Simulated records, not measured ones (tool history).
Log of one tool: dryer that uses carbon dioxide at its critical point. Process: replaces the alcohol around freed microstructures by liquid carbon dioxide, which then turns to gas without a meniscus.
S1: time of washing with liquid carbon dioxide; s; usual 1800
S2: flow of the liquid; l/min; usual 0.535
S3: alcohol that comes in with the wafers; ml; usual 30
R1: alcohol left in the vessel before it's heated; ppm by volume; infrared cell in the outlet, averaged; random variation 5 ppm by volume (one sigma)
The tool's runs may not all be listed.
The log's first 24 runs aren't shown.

{"run": 25, "hour": 325.5, "S1": 1920, "S2": 0.381, "S3": 57, "R1": 348}
{"run": 26, "hour": 339.4, "S1": 1920, "S2": 0.381, "S3": 57, "R1": 356}
{"run": 27, "hour": 352.8, "S1": 1920, "S2": 0.381, "S3": 57, "R1": 357}
{"run": 28, "hour": 364.7, "S1": 1200, "S2": 0.343, "S3": 107, "R1": 4241}
{"run": 29, "hour": 373.9, "S1": 1200, "S2": 0.343, "S3": 107, "R1": 4291}
{"run": 30, "hour": 381.2, "S1": 1200, "S2": 0.343, "S3": 107, "R1": 4265}
{"run": 31, "hour": 396.6, "S1": 1440, "S2": 0.844, "S3": 38, "R1": 53}
{"run": 32, "hour": 409.4, "S1": 1560, "S2": 0.703, "S3": 23, "R1": 65}
{"run": 33, "hour": 417.6, "S1": 1980, "S2": 0.711, "S3": 21, "R1": 58}
{"run": 34, "hour": 432.8, "S1": 1980, "S2": 0.828, "S3": 37, "R1": 53}
{"run": 35, "hour": 442.2, "S1": 2220, "S2": 0.81, "S3": 30, "R1": 50}

Forecast each of these 5 alternatives for the next run:
{"run": "A", "hour": 450.6, "S1": 1800, "S2": 0.535, "S3": 41, "R1": "?"}
{"run": "B", "hour": 450.6, "S1": 1800, "S2": 0.535, "S3": 36, "R1": "?"}
{"run": "C", "hour": 450.6, "S1": 2580, "S2": 0.81, "S3": 30, "R1": "?"}
{"run": "D", "hour": 450.6, "S1": 2400, "S2": 0.703, "S3": 78, "R1": "?"}
{"run": "E", "hour": 450.6, "S1": 1860, "S2": 0.429, "S3": 90, "R1": "?"}

run=A R1=102
run=B R1=87
run=C R1=54
run=D R1=55
run=E R1=362
Without the tool's hidden state the same runs would have given:
run=A R1=41
run=B R1=25
run=C R1=7
run=D R1=6
run=E R1=233
